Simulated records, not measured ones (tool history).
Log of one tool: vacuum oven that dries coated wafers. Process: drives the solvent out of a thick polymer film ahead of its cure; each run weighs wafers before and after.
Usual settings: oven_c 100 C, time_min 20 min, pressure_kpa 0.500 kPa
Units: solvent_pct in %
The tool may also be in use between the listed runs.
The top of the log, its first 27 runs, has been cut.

run	hour	oven_c	time_min	pressure_kpa	hours of work since the thermocouples were calibrated	hours of work since the vacuum gauge was cleaned of residue	solvent_pct
28	547.7	90	13	1.236	572	655	10.21
29	560.2	101	25	0.281	580	662	2.36
30	576.6	103	34	0.415	590	672	1.00
31	603.7	104	18	0.262	606	688	2.98
32	620.4	99	14	0.500	616	698	6.28
33	639.0	99	14	0.315	627	710	6.10
34	658.8	112	14	1.602	639	721	1.98
35	680.5	93	27	1.602	652	734	5.02
36	697.7	93	29	1.602	662	745	4.73
37	720.4	112	28	1.638	676	758	0.40
38	735.2	93	19	0.272	684	767	6.81
39	751.4	93	19	0.272	694	777	6.76
40	771.9	93	19	0.272	706	789	6.64
41	797.8	99	29	1.637	722	804	2.53
42	825.4	99	29	1.637	738	821	2.50
43	852.2	99	29	1.637	754	837	2.43
# hour 861.9: oven's thermocouples calibrated
44	873.9	99	29	1.637	7	849	3.17
45	897.6	109	11	1.081	21	863	4.64
46	918.5	86	23	1.796	34	875	9.81
47	937.7	105	30	1.796	45	887	1.58
48	950.9	105	30	1.796	53	895	1.51

Branching from run 48: 3 alternative next runs. What would each branch give?
A	964.2	105	30	0.707	61	903	?
B	964.2	106	19	1.067	61	903	?
C	964.2	98	24	1.796	61	903	?

run	solvent_pct
A	1.32
B	2.87
C	4.61
Stripped of hidden state, with their random variation kept, the same runs would have yielded:
run	solvent_pct
A	1.21
B	2.74
C	4.44
